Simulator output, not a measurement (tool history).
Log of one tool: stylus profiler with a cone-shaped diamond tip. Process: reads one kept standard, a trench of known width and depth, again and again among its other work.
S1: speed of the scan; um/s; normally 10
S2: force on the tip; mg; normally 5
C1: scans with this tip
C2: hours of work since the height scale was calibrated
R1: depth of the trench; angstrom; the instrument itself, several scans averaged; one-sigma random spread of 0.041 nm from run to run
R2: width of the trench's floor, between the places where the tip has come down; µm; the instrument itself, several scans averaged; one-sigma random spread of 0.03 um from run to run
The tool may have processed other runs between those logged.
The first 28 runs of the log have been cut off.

run   hour  S1     S2    C1   C2      R1     R2
 29  492.1   3   7.46  3826  540  5175.1  95.63
 30  506.2   3   7.46  3867  546  5176.1  95.58
 31  526.3   3   7.46  3927  555  5175.5  95.67
 32  545.9   3   7.46  3985  563  5175.8  95.64
 33  563.4   3   7.46  4036  570    5176  95.63
 34  576.2  11   1.68  4074  576  5065.2  95.63
 35  595.5  31  11.35  4131  584  5232.1  95.57
 36  612.1  31  11.35  4180  591  5232.8   95.6
 37  629.8  13      5  4233  598  5134.1  95.65

Below are 4 alternative next runs, each starting from the tool's condition after run 37. Predict each:
  A  653.3  15   7.07  4302  608   ?   ?
  B  653.3   7   2.44  4302  608   ?   ?
  C  653.3  38   1.95  4302  608   ?   ?
  D  653.3  10  12.82  4302  608   ?   ?

run      R1     R2
  A  5168.9  95.63
  B    5082  95.64
  C  5071.6  95.49
  D  5252.7  95.64
Take away the tool's hidden state, keep each run's random variation, and the runs would have read:
run      R1     R2
  A    5169  95.63
  B    5082  95.64
  C  5071.6  95.49
  D  5252.7  95.64
